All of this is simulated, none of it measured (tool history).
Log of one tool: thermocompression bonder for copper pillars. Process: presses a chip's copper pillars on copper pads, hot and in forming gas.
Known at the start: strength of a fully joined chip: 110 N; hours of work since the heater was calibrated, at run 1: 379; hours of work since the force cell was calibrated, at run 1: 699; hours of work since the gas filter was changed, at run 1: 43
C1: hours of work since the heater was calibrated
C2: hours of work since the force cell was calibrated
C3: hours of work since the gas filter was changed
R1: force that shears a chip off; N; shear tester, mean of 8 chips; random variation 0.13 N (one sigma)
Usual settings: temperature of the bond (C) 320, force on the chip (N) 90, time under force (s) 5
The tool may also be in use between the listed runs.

Run 1, hour 0.0: usual settings; C1 379; C2 699; C3 43. Result: R1 51.4 N.
Run 2, hour 55.9: usual settings; C1 412; C2 732; C3 76. Result: R1 51.3 N.
Run 3, hour 122.7: usual settings; C1 452; C2 772; C3 116. Result: R1 51.2 N.
Run 4, hour 208.8: usual settings; C1 504; C2 824; C3 168. Result: R1 51.0 N.
At hour 276.7: forming gas filter changed.
Run 5, hour 276.7: usual settings but force on the chip (N) 125; C1 544; C2 864; C3 0. Result: R1 70.0 N.
Run 6, hour 320.7: usual settings but force on the chip (N) 125; C1 571; C2 891; C3 26. Result: R1 70.0 N.
Run 7, hour 363.8: usual settings but time under force (s) 10; C1 597; C2 917; C3 52. Result: R1 65.3 N.
Run 8, hour 446.8: usual settings but time under force (s) 10; C1 646; C2 967; C3 102. Result: R1 65.3 N.
Run 9, hour 534.9: usual settings but temperature of the bond (C) 308, time under force (s) 7; C1 699; C2 1019; C3 155. Result: R1 52.9 N.
Run 10, hour 620.4: usual settings but temperature of the bond (C) 308, time under force (s) 7; C1 750; C2 1071; C3 206. Result: R1 53.0 N.

The same runs without the tool's hidden state, with the same run-to-run variation:
The hidden state here: true temperature of the bond over the reading, C; force that reaches the chip, % of what is set; oxide that the forming gas leaves, % of the face; drift of the gauge itself on shear_n, %.
run    R1
  1  50.4
  2  50.5
  3  50.6
  4  50.5
  5  68.2
  6  68.3
  7  63.8
  8  64.0
  9  51.8
 10  52.2
